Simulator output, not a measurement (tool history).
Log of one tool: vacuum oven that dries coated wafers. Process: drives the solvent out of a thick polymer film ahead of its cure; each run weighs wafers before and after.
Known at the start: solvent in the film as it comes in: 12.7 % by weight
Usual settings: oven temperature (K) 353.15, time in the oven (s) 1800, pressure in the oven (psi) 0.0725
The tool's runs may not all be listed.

run,hour,oven temperature (K),time in the oven (s),pressure in the oven (psi),solvent left in the film (%)
1,0.0,353.15,1800,0.0725,0.92
2,24.0,353.15,1800,0.0725,0.95
3,48.1,353.15,1800,0.0725,0.96
4,84.3,353.15,1800,0.0725,0.94
5,104.9,353.15,1020,0.0725,2.36
6,143.7,353.15,1800,0.0725,0.95
7,182.2,353.15,1800,0.0725,0.96
8,207.7,353.15,1140,0.0725,2.04
9,225.9,353.15,1140,0.0725,2.02
10,243.8,353.15,900,0.0725,2.79
11,279.6,353.15,900,0.0725,2.80
12,317.6,353.15,2280,0.0435,0.48
13,350.6,350.15,2280,0.0873,0.97
14,383.9,350.15,2280,0.1861,1.47
15,406.5,342.15,1800,0.0370,2.68
16,432.0,356.15,1440,0.2426,1.65
17,463.4,364.15,1800,0.1901,0.65
18,496.4,364.15,1800,0.1901,0.64
19,518.7,354.15,1740,0.1089,1.05
20,554.3,356.15,1320,0.0686,1.11
21,579.8,348.15,1560,0.0571,2.01

Forecast each of these 3 alternatives for the next run:
A,619.5,345.15,1560,0.0571,?
B,619.5,356.15,1740,0.0571,?
C,619.5,346.15,1080,0.1101,?

run,solvent left in the film (%)
A,2.62
B,0.62
C,3.93
Without the tool's hidden state the same runs would have given:
run,solvent left in the film (%)
A,2.62
B,0.61
C,3.93

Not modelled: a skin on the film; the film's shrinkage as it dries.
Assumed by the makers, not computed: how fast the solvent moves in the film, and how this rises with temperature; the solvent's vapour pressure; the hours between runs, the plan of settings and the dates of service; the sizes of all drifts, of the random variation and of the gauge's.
